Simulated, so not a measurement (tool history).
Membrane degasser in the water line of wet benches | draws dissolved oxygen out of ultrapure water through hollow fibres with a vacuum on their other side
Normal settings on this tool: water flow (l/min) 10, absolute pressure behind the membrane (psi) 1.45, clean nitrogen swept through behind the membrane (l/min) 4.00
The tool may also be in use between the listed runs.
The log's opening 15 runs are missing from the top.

run	hour	water flow (l/min)	absolute pressure behind the membrane (psi)	clean nitrogen swept through behind the membrane (l/min)	dissolved oxygen in the water behind the degasser (ppb)	pressure that the water loses in the fibres (psi)
16	891.5	10	1.45	4.00	46.3	9.445
17	974.9	10	1.45	4.00	45.6	9.458
18	1017.6	12	1.45	3.18	68.6	11.335
19	1084.4	10	1.45	2.36	74.6	9.470
20	1135.6	10	1.45	2.36	73.4	9.433
21	1218.8	15	0.96	4.00	42.7	14.192
22	1297.8	10	1.93	4.00	66.9	9.401
23	1355.2	11	1.64	6.34	39.6	10.460
24	1417.5	13	0.87	4.00	30.1	12.293
25	1487.3	10	1.75	3.42	67.7	9.485
26	1522.9	12	1.75	7.54	41.1	11.388
27	1576.5	12	3.26	4.62	130.2	11.380
28	1649.3	15	3.32	6.96	115.7	14.279
29	1713.1	15	3.32	6.96	115.8	14.273
30	1752.1	15	3.32	2.41	303.4	14.267
31	1796.7	15	3.32	2.41	303.1	14.327
32	1865.1	15	3.32	2.41	301.2	14.260

Alternative continuations, all from the tool just after run 32; predict every row:
A	1904.7	10	1.28	2.77	?	?
B	1904.7	12	1.17	5.85	?	?
C	1904.7	10	3.45	7.75	?	?

run	dissolved oxygen in the water behind the degasser (ppb)	pressure that the water loses in the fibres (psi)
A	53.7	9.543
B	31.5	11.378
C	70.4	9.564
Take away the tool's hidden state, keep each run's random variation, and the runs would have read:
run	dissolved oxygen in the water behind the degasser (ppb)	pressure that the water loses in the fibres (psi)
A	51.7	9.264
B	29.7	11.043
C	68.6	9.284

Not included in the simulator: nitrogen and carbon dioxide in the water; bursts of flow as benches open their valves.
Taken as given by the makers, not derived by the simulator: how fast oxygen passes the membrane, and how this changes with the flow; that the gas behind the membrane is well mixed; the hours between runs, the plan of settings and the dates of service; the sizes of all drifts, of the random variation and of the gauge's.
